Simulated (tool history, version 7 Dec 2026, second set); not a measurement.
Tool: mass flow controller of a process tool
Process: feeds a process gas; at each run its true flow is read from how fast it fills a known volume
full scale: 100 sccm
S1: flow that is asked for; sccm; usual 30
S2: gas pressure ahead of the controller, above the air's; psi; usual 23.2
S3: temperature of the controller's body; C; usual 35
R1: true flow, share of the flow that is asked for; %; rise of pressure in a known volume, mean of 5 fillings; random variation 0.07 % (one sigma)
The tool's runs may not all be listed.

run    hour  S1    S2  S3      R1
  1     0.0  30  23.2  35   98.00
  2   269.2  30  23.2  35   97.89
  3   439.9  30  23.2  35   97.74
  4   599.6  13  23.2  35   97.53
  5   819.5  13  23.2  35   97.26
  6   947.3  34  23.2  35   97.64
  7  1220.7  34  23.2  35   97.52
  8  1415.1  13  23.2  35   96.83
  9  1592.1  13  23.2  35   96.83
 10  1800.8  30  23.2  35   97.15
 11  2055.7  30  23.2  35   96.88
     2181.8  -- controller's zero set anew
 12  2294.1  30  23.2  35   96.62
 13  2482.9  30  23.2  35   96.51
 14  2632.5  30  23.2  35   96.43
 15  2753.8  30  23.2  35   96.35
 16  2883.7  30  23.2  35   96.22
 17  3029.1  30  23.2  35   96.13
 18  3251.6  30  23.2  35   96.10
 19  3430.3  30  23.2  35   95.84
 20  3619.2  23  23.2  35   95.65
 21  3744.1  25  23.2  35   95.57
 22  3897.9  25  30.0  30   95.53
 23  4103.0  25  30.0  30   95.43
 24  4239.0  30  31.2  31   95.21
     4384.7  -- gauge calibrated
 25  4384.7  98  21.2  21  100.88
 26  4598.0  43  23.2  30   98.59
 27  4867.6  43  23.2  30   98.52
 28  5147.8  43  23.2  30   98.30
 29  5292.0  43  23.2  30   98.26
 30  5483.0  30  23.2  24   98.46
 31  5625.2  54  29.9  35   97.42
 32  5739.1  54  29.9  35   97.13
 33  5900.6  65  23.2  35   97.82
 34  6019.6  58  23.2  29   98.12
 35  6225.4  63  23.2  33   97.66
 36  6479.0  26  34.4  36   96.04
 37  6602.1  12  23.2  20   97.72
 38  6846.2  25  23.2  29   97.00
 39  7062.2  12  23.1  29   96.54
     7095.3  -- gauge calibrated
 40  7298.8  14  23.2  23   98.74

Forecast each of these 4 alternatives for the next run:
  A  7514.7  30  21.5  35   ?
  B  7514.7  45  23.4  38   ?
  C  7514.7  18  23.2  23   ?
  D  7514.7  34  35.7  28   ?

run     R1
  A  97.89
  B  97.89
  C  98.68
  D  97.94
Without the tool's hidden state the same runs would have given:
run     R1
  A  98.17
  B  98.16
  C  98.97
  D  98.22
